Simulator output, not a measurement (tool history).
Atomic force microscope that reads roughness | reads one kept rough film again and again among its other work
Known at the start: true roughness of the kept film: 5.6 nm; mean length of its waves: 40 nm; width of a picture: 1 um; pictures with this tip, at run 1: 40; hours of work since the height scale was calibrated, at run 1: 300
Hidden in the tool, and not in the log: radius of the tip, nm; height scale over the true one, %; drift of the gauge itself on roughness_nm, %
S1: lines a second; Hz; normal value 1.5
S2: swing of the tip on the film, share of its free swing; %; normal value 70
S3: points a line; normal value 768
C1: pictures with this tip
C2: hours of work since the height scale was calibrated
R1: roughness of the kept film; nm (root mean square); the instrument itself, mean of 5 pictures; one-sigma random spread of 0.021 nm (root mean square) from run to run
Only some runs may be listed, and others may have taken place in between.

run   hour    S1  S2   S3   C1   C2     R1
  1      0   1.5  70  768   40  300  4.894
  2   15.3   1.5  70  768   65  310  4.788
  3   27.8   1.5  69  768   86  318  4.687
  4   35.9   1.5  69  768   99  323  4.663
  5   46.3   1.5  69  768  116  329  4.576
      53.8  -- new tip fitted
  6   62.1   1.5  70  768   14  339  4.984
  7   70.3   1.5  70  768   27  344  4.898
  8   81.1  2.03  70  768   45  351   4.78
  9     97   1.5  70  768   71  361  4.705
 10  105.9   1.5  70  768   86  367  4.669
 11  113.9   1.5  70  768   99  372  4.619
 12  127.9   1.5  70  286  122  381  4.504
     132.8  -- new tip fitted
 13  145.3   1.5  70  286   20  391  4.883
 14  154.5   1.5  68  286   36  397  4.835
 15  166.2   1.5  68  330   55  405  4.762
 16  173.8   1.5  68  330   67  409  4.708
 17  183.6   1.5  68  330   84  416  4.645
 18  200.2   1.5  68  330  111  426  4.521
     210.8  -- new tip fitted
 19    212  1.82  70  768    2  433  4.998
 20  228.9  1.82  70  768   30  444  4.904
 21  243.6  1.82  70  768   54  453  4.747
 22    261  1.82  70  768   83  464  4.638
 23  273.9  1.82  70  768  104  472  4.531
     289.2  -- new tip fitted
 24    293   1.5  71  768    7  484   5.01
 25  309.5   1.5  71  768   34  494  4.899
 26  324.3  1.04  70  768   58  504  4.808
 27  342.5  2.74  72  354   88  515  4.492
 28    354  2.74  72  354  107  523  4.436
 29  365.5  2.49  70  877  126  530  4.409
     367.3  -- new tip fitted
 30  380.7  0.61  74  877   23  539  4.977
 31  394.9   1.5  70  750   46  548  4.797
 32  407.6   1.5  70  750   67  556  4.717
 33  420.2  0.98  60  523   88  564  4.712
 34    431  2.84  71  785  106  571  4.426
       433  -- height scale calibrated on a step standard
     446.6  -- new tip fitted
 35  448.1   1.8  71  467    3    9  4.896
 36  461.6   1.5  55  365   25   18   4.97
 37  471.6   3.9  81  365   41   24  4.332
 38  487.5   0.6  55  618   68   34  4.775
       499  -- height scale calibrated on a step standard, once more
 39    500   2.2  79  613   87    1  4.454
 40  507.7  0.78  85  902   99    5   4.58
 41  517.3  0.78  85  902  115   12  4.506
     525.5  -- new tip fitted
 42  536.2  0.65  61  768   18   23  5.102
 43  544.6  1.62  61  514   31   28  4.949
 44    554   1.5  60  464   47   34  4.898
 45  569.8   1.5  70  422   73   44  4.678
 46  580.5  0.79  61  768   91   51  4.759
 47  592.8  0.79  61  768  111   59  4.647
 48  600.9  0.79  85  523  125   64  4.517
     604.5  -- new tip fitted
 49  611.6  0.79  85  523   11   70  4.968

Across each entry between runs, compare the hidden state at the last listed run before it with the hidden state at the first listed run after it:
Run 5 -> run 6: new tip fitted (hour 53.8)
  radius of the tip, nm: 13.4 -> 6.2; height scale over the true one, %: -0.5 -> -0.51
  the result without the hidden state subtracted from the measured one, R1: -0.525 -> -0.105 nm (root mean square)
Run 12 -> run 13: new tip fitted (hour 132.8)
  radius of the tip, nm: 14.5 -> 6.9; height scale over the true one, %: -0.57 -> -0.59
  the result without the hidden state subtracted from the measured one, R1: -0.579 -> -0.149 nm (root mean square)
Run 18 -> run 19: new tip fitted (hour 210.8)
  radius of the tip, nm: 13.7 -> 5.3; height scale over the true one, %: -0.64 -> -0.65
  the result without the hidden state subtracted from the measured one, R1: -0.538 -> -0.053 nm (root mean square)
Run 23 -> run 24: new tip fitted (hour 289.2)
  radius of the tip, nm: 13 -> 5.6; height scale over the true one, %: -0.71 -> -0.72
  the result without the hidden state subtracted from the measured one, R1: -0.504 -> -0.075 nm (root mean square)
Run 29 -> run 30: new tip fitted (hour 367.3)
  radius of the tip, nm: 14.6 -> 6.7; height scale over the true one, %: -0.79 -> -0.8
  the result without the hidden state subtracted from the measured one, R1: -0.584 -> -0.148 nm (root mean square)
Run 34 -> run 35: height scale calibrated on a step standard (hour 433); new tip fitted (hour 446.6)
  radius of the tip, nm: 13.1 -> 5.7; height scale over the true one, %: -0.85 -> -1.31
  the result without the hidden state subtracted from the measured one, R1: -0.504 -> -0.11 nm (root mean square)
Run 38 -> run 39: height scale calibrated on a step standard, once more (hour 499)
  radius of the tip, nm: 10.8 -> 12.4; height scale over the true one, %: -1.34 -> -0.11
  the result without the hidden state subtracted from the measured one, R1: -0.429 -> -0.435 nm (root mean square)
Run 41 -> run 42: new tip fitted (hour 525.5)
  radius of the tip, nm: 14.6 -> 6.4; height scale over the true one, %: -0.12 -> -0.14
  the result without the hidden state subtracted from the measured one, R1: -0.565 -> -0.098 nm (root mean square)
Run 48 -> run 49: new tip fitted (hour 604.5)
  radius of the tip, nm: 14.9 -> 6.1; height scale over the true one, %: -0.2 -> -0.21
  the result without the hidden state subtracted from the measured one, R1: -0.586 -> -0.078 nm (root mean square)

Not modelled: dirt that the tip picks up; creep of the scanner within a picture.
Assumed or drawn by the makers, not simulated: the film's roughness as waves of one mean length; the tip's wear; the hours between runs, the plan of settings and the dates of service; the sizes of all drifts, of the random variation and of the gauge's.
